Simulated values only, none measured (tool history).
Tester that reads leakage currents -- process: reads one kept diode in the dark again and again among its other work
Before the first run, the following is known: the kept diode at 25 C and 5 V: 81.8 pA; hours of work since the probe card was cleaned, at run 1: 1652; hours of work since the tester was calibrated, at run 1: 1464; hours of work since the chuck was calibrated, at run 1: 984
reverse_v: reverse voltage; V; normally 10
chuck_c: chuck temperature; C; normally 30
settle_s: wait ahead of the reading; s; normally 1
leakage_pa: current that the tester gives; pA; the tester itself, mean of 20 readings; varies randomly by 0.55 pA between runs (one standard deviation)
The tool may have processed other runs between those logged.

run   hour  reverse_v  chuck_c  settle_s  hours of work since the probe card was cleaned  hours of work since the tester was calibrated  hours of work since the chuck was calibrated  leakage_pa
  1      0         10       30         1                                            1652                                           1464                                           984      208.09
  2     90         10       24         1                                            1699                                           1511                                          1030      125.48
  3  153.6         10       24         1                                            1732                                           1544                                          1063      126.15
  4  200.4         10       30         1                                            1757                                           1568                                          1088         209
  5  243.9         10       30         1                                            1779                                           1591                                          1110      209.21
     251.5  -- probe card cleaned and baked
  6  316.5         10       30         1                                              34                                           1627                                          1147      218.34
  7  402.2         10       30         1                                              78                                           1672                                          1191       219.8
  8  482.2         13       26      2.78                                             120                                           1713                                          1233      183.16
     534.8  -- probe card cleaned and baked, once more
  9  544.4        2.3       26      1.47                                               5                                           1744                                          1263        68.9
 10  625.2        2.3       26      1.47                                              47                                           1786                                          1305       69.32
 11  674.8        6.6       30         1                                              73                                           1812                                          1331      164.79

Branching from run 11: 5 alternative next runs. What would each branch give?
  A  717.1        2.6       44         1                                              95                                           1834                                          1353           ?
  B  717.1       10.6       30      1.19                                              95                                           1834                                          1353           ?
  C  717.1        3.1       41      0.42                                              95                                           1834                                          1353           ?
  D  717.1         10       22         1                                              95                                           1834                                          1353           ?
  E  717.1        6.6       30      1.44                                              95                                           1834                                          1353           ?

run  leakage_pa
  A      355.31
  B      206.86
  C      300.44
  D       97.61
  E      165.53
What these runs would have given with no unlogged condition in the tool:
run  leakage_pa
  A      324.47
  B      186.95
  C      273.95
  D       87.58
  E      149.66
